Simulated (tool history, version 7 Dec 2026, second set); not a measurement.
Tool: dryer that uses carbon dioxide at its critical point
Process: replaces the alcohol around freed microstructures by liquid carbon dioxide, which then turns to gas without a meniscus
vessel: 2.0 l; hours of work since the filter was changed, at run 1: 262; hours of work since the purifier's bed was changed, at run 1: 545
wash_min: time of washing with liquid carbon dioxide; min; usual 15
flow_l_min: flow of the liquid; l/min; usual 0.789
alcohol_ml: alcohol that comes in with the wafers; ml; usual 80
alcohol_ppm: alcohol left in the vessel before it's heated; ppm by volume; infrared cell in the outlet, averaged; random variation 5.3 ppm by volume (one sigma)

run	day	wash_min	flow_l_min	alcohol_ml	hours of work since the filter was changed	hours of work since the purifier's bed was changed	alcohol_ppm
1	0	15	0.789	80	262	545	244
# day 0.183: inlet filter changed
2	1.708	15	0.789	80	18	565	160
3	3.25	15	0.789	80	37	584	163
4	4.862	15	0.789	80	57	603	176
5	5.979	11	0.789	80	70	617	681
6	7.375	15	0.789	83	87	634	187
7	8.971	15	0.648	83	106	653	470
8	10.779	15	0.648	83	128	675	475
9	11.838	14	0.789	80	141	688	277
10	13.308	14	0.789	80	159	706	291
11	15.046	14	0.789	80	180	727	296
12	15.9	14	0.789	80	190	737	300
13	17.083	11	0.789	80	204	751	836
14	18.888	15	0.789	101	226	773	296
15	20.55	15	0.789	101	246	793	300
16	21.492	15	0.789	101	258	805	316
# day 22.017: inlet filter changed
17	23.304	15	0.789	101	16	826	191
18	24.254	12	0.789	95	27	838	500
19	26.104	12	0.633	28	49	860	400
20	26.933	12	0.789	28	59	870	187
21	28.629	12	0.789	28	80	891	198

4 ways to go on from here, each from the tool as it stands after run 21. What would each give?
A	29.546	13	0.704	37	91	902	?
B	29.546	17	1.301	90	91	902	?
C	29.546	15	1.087	67	91	902	?
D	29.546	20	0.789	80	91	902	?

run	alcohol_ppm
A	273
B	40
C	55
D	65
Without the tool's hidden state the same runs would have given:
run	alcohol_ppm
A	196
B	0
C	11
D	20
